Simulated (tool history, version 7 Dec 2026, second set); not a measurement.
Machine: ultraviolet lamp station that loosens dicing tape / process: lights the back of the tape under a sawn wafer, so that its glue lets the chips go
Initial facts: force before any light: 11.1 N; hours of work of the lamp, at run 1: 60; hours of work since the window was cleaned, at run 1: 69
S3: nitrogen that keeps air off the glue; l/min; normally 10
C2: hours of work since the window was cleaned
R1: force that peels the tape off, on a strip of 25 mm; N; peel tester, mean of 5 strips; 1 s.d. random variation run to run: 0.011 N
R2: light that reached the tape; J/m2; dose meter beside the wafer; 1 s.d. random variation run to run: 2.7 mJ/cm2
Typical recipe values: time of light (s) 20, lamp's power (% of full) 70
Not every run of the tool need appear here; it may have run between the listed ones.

run 1 day=0 | time_of_light_(s)=20 lamp's_power_(%_of_full)=70 S3=10 | hours_of_work_of_the_lamp=60 C2=69 | R1=0.562 R2=3510
run 2 day=0.342 | time_of_light_(s)=13 lamp's_power_(%_of_full)=70 S3=10 | hours_of_work_of_the_lamp=65 C2=74 | R1=1.497 R2=2270
run 3 day=0.617 | time_of_light_(s)=20 lamp's_power_(%_of_full)=70 S3=10 | hours_of_work_of_the_lamp=68 C2=77 | R1=0.536 R2=3560
run 4 day=0.862 | time_of_light_(s)=20 lamp's_power_(%_of_full)=70 S3=10 | hours_of_work_of_the_lamp=71 C2=81 | R1=0.56 R2=3460
run 5 day=1.062 | time_of_light_(s)=20 lamp's_power_(%_of_full)=63 S3=10 | hours_of_work_of_the_lamp=74 C2=83 | R1=0.747 R2=3160
run 6 day=1.325 | time_of_light_(s)=20 lamp's_power_(%_of_full)=98 S3=10 | hours_of_work_of_the_lamp=78 C2=87 | R1=0.256 R2=4940
run 7 day=1.738 | time_of_light_(s)=25 lamp's_power_(%_of_full)=70 S3=10 | hours_of_work_of_the_lamp=83 C2=92 | R1=0.344 R2=4390
run 8 day=2.054 | time_of_light_(s)=22 lamp's_power_(%_of_full)=70 S3=10 | hours_of_work_of_the_lamp=87 C2=97 | R1=0.463 R2=3830
run 9 day=2.412 | time_of_light_(s)=28 lamp's_power_(%_of_full)=70 S3=10 | hours_of_work_of_the_lamp=92 C2=101 | R1=0.266 R2=4820
run 10 day=2.604 | time_of_light_(s)=28 lamp's_power_(%_of_full)=70 S3=10 | hours_of_work_of_the_lamp=95 C2=104 | R1=0.27 R2=4790
run 11 day=3.012 | time_of_light_(s)=20 lamp's_power_(%_of_full)=70 S3=10 | hours_of_work_of_the_lamp=100 C2=109 | R1=0.601 R2=3390
run 12 day=3.342 | time_of_light_(s)=20 lamp's_power_(%_of_full)=70 S3=10 | hours_of_work_of_the_lamp=105 C2=114 | R1=0.625 R2=3470
run 13 day=3.642 | time_of_light_(s)=33 lamp's_power_(%_of_full)=70 S3=10 | hours_of_work_of_the_lamp=109 C2=118 | R1=0.192 R2=5630
run 14 day=4.017 | time_of_light_(s)=33 lamp's_power_(%_of_full)=70 S3=10 | hours_of_work_of_the_lamp=114 C2=123 | R1=0.193 R2=5700
run 15 day=4.208 | time_of_light_(s)=34 lamp's_power_(%_of_full)=93 S3=10 | hours_of_work_of_the_lamp=116 C2=125 | R1=0.14 R2=7640
run 16 day=4.412 | time_of_light_(s)=23 lamp's_power_(%_of_full)=93 S3=6 | hours_of_work_of_the_lamp=119 C2=128 | R1=0.359 R2=5190
run 17 day=4.796 | time_of_light_(s)=31 lamp's_power_(%_of_full)=60 S3=10 | hours_of_work_of_the_lamp=124 C2=133 | R1=0.3 R2=4480
run 18 day=5.012 | time_of_light_(s)=20 lamp's_power_(%_of_full)=70 S3=3 | hours_of_work_of_the_lamp=127 C2=136 | R1=1.825 R2=3380
run 19 day=5.438 | time_of_light_(s)=20 lamp's_power_(%_of_full)=70 S3=3 | hours_of_work_of_the_lamp=132 C2=142 | R1=1.874 R2=3370
run 20 day=5.879 | time_of_light_(s)=20 lamp's_power_(%_of_full)=89 S3=10 | hours_of_work_of_the_lamp=138 C2=147 | R1=0.352 R2=4270
run 21 day=6.25 | time_of_light_(s)=13 lamp's_power_(%_of_full)=83 S3=10 | hours_of_work_of_the_lamp=143 C2=152 | R1=1.185 R2=2560
run 22 day=6.588 | time_of_light_(s)=27 lamp's_power_(%_of_full)=90 S3=6 | hours_of_work_of_the_lamp=148 C2=157 | R1=0.28 R2=5840
run 23 day=6.958 | time_of_light_(s)=27 lamp's_power_(%_of_full)=90 S3=6 | hours_of_work_of_the_lamp=153 C2=162 | R1=0.294 R2=5790
run 24 day=7.2 | time_of_light_(s)=27 lamp's_power_(%_of_full)=90 S3=6 | hours_of_work_of_the_lamp=156 C2=165 | R1=0.282 R2=5760
run 25 day=7.521 | time_of_light_(s)=20 lamp's_power_(%_of_full)=70 S3=3 | hours_of_work_of_the_lamp=160 C2=169 | R1=1.912 R2=3250
run 26 day=7.767 | time_of_light_(s)=20 lamp's_power_(%_of_full)=61 S3=10 | hours_of_work_of_the_lamp=164 C2=173 | R1=0.952 R2=2880
run 27 day=8.142 | time_of_light_(s)=15 lamp's_power_(%_of_full)=94 S3=12 | hours_of_work_of_the_lamp=168 C2=178 | R1=0.552 R2=3310

Below are 5 alternative next runs, each starting from the tool's condition after run 27. Predict each:
run A day=8.342 | time_of_light_(s)=20 lamp's_power_(%_of_full)=70 S3=4 | hours_of_work_of_the_lamp=171 C2=180 | R1=? R2=?
run B day=8.342 | time_of_light_(s)=20 lamp's_power_(%_of_full)=70 S3=14 | hours_of_work_of_the_lamp=171 C2=180 | R1=? R2=?
run C day=8.342 | time_of_light_(s)=17 lamp's_power_(%_of_full)=73 S3=6 | hours_of_work_of_the_lamp=171 C2=180 | R1=? R2=?
run D day=8.342 | time_of_light_(s)=11 lamp's_power_(%_of_full)=94 S3=12 | hours_of_work_of_the_lamp=171 C2=180 | R1=? R2=?
run E day=8.342 | time_of_light_(s)=27 lamp's_power_(%_of_full)=92 S3=17 | hours_of_work_of_the_lamp=171 C2=180 | R1=? R2=?

run=A R1=1.581 R2=3250
run=B R1=0.511 R2=3300
run=C R1=1.417 R2=2890
run=D R1=1.143 R2=2430
run=E R1=0.153 R2=5830
With no hidden state in the tool, these same runs would have given:
run=A R1=1.248 R2=3670
run=B R1=0.38 R2=3720
run=C R1=1.106 R2=3260
run=D R1=0.877 R2=2740
run=E R1=0.144 R2=6580

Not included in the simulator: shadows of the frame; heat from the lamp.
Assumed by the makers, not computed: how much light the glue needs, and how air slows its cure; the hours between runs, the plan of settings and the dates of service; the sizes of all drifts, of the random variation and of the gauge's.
